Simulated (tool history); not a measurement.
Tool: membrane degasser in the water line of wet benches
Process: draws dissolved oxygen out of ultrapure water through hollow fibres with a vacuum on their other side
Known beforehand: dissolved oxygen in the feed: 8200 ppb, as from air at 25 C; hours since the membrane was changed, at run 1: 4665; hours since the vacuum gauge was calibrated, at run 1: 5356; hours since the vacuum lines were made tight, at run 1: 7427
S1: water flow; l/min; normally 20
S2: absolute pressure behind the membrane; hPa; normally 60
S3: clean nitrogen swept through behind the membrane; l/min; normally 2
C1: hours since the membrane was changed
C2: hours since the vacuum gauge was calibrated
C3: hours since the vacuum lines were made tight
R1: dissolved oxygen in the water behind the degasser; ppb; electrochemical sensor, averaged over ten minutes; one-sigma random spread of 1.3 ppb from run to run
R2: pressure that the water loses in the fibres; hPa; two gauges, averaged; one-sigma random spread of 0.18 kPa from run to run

run	hour	S1	S2	S3	C1	C2	C3	R1	R2
1	0	20	60	2	4665	5356	7427	141.7	334.4
2	104.6	20	60	2	4770	5460	7532	140	335.4
3	256.2	20	60	2	4921	5612	7684	140.2	341.5
4	430.1	20	60	2	5095	5786	7858	143.5	333.7
5	534.2	20	60	2	5199	5890	7962	142	336.7
# hour 658.7: seals of the vacuum lines changed
6	764.6	20	60	2	5428	6118	106	141.6	337
# hour 793.8: vacuum gauge calibrated
7	973.4	20	60	3.25	5636	180	314	119.8	338.2
8	1092.9	20	60	4.09	5756	299	434	110.3	337.6
9	1254.2	20	60	2	5917	460	595	147	335.1
10	1511.1	20	60	2	6174	717	852	143.6	336
11	1663.5	20	60	2	6326	870	1004	148.5	339.6
12	1882	20	60	2	6545	1088	1223	148.8	341.7
13	1997.8	20	60	2	6661	1204	1339	147.9	336.9
# hour 2091.5: vacuum gauge calibrated, once more
14	2173.7	20	60	2	6836	82	1514	138.2	339.4
15	2405.3	20	60	2	7068	314	1746	140.5	339.1
16	2614.9	20	60	2	7277	523	1955	140.2	336.6
17	2844.4	20	60	3.78	7507	753	2185	112.4	340.3
18	2979.8	20	129	1.95	7642	888	2320	301.9	337
19	3229.4	20	129	1.95	7892	1138	2570	301.1	341.2
20	3483.2	20	129	1.95	8145	1392	2823	305.1	339.6

Forecast run 21:
21	3732.9	20	60.1	4.65	8395	1641	3073	?	?

{"run 21": {"R1": 107.6, "R2": 340.1}}
Had the tool carried no hidden state, the very same run would have given R1 94.6 ppb, R2 328 hPa.

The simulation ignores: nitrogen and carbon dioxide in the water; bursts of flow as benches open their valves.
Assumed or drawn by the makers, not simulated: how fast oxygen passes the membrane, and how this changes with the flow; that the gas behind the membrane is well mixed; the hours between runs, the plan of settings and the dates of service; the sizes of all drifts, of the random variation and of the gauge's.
